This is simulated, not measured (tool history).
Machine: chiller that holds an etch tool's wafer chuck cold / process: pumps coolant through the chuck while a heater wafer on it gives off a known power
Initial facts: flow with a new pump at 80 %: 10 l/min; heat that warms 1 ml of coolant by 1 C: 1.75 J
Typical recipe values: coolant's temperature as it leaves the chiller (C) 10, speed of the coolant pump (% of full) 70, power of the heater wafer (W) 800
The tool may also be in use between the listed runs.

run,hour,coolant's temperature as it leaves the chiller (C),speed of the coolant pump (% of full),power of the heater wafer (W),chuck's temperature once it has settled (C),how much warmer the coolant comes back (C)
1,0,10,70,800,16.5,3.12
2,91.3,10,70,800,16.6,3.12
3,217.5,11,70,800,17.6,3.22
# hour 256.8: chiller's thermometer calibrated
4,329.7,10,70,537,14.6,2.1
5,424.9,10,70,537,14.4,2.16
6,507.2,10,70,537,14.6,2.07
7,641.8,10,70,537,14.4,2.1
8,771.6,10,70,537,14.9,2.15
9,846.7,10,70,537,14.5,2.1
# hour 869.8: chiller's thermometer calibrated, once more
10,910.4,10,76,800,16.1,3.01
11,1041.6,10,70,800,16.5,3.19
12,1124,18,70,1075,26.7,4.3
13,1196.8,18,70,1075,26.7,4.37
14,1286.7,18,62,1075,27.7,4.84
15,1396.5,18,62,1075,27.6,4.86
16,1521.5,6,92,521,9.4,1.52
17,1646.8,6,65,957,14.5,4.16
18,1763.2,10,61,800,17.4,3.71
19,1823.5,18,70,936,25.8,3.84
20,1919.7,4,73,1128,13,4.32
21,1992.2,18,78,1128,26.7,4.05
22,2070.1,2,89,800,7.6,2.47

How would selected steps in chuck's temperature once it has settled (C) from run to run divide? Give the signed amount a tool lacking its hidden state would still show from settings, what came in and random variation, and the signed amount left for the hidden state, including any gauge scatter that is not in both of the compared results.
The hidden state here: heat passed by the chuck's channels, % of clean ones'; flow at a given pump speed, % of a new pump's; coolant's true temperature over the reading, C; drift of the gauge itself on chuck_c, C; drift of the gauge itself on warmer_back_c, C.
Run 15 -> 16: coolant's temperature as it leaves the chiller (C) 18 -> 6, speed of the coolant pump (% of full) 62 -> 92, power of the heater wafer (W) 1075 -> 521. chuck's temperature once it has settled (C) -18.2: hidden state -0.4, all else -17.8.
Run 16 -> 17: speed of the coolant pump (% of full) 92 -> 65, power of the heater wafer (W) 521 -> 957. chuck's temperature once it has settled (C) +5.1: hidden state +0.4, all else +4.7.
Run 21 -> 22: coolant's temperature as it leaves the chiller (C) 18 -> 2, speed of the coolant pump (% of full) 78 -> 89, power of the heater wafer (W) 1128 -> 800. chuck's temperature once it has settled (C) -19.1: hidden state -0.2, all else -18.9.
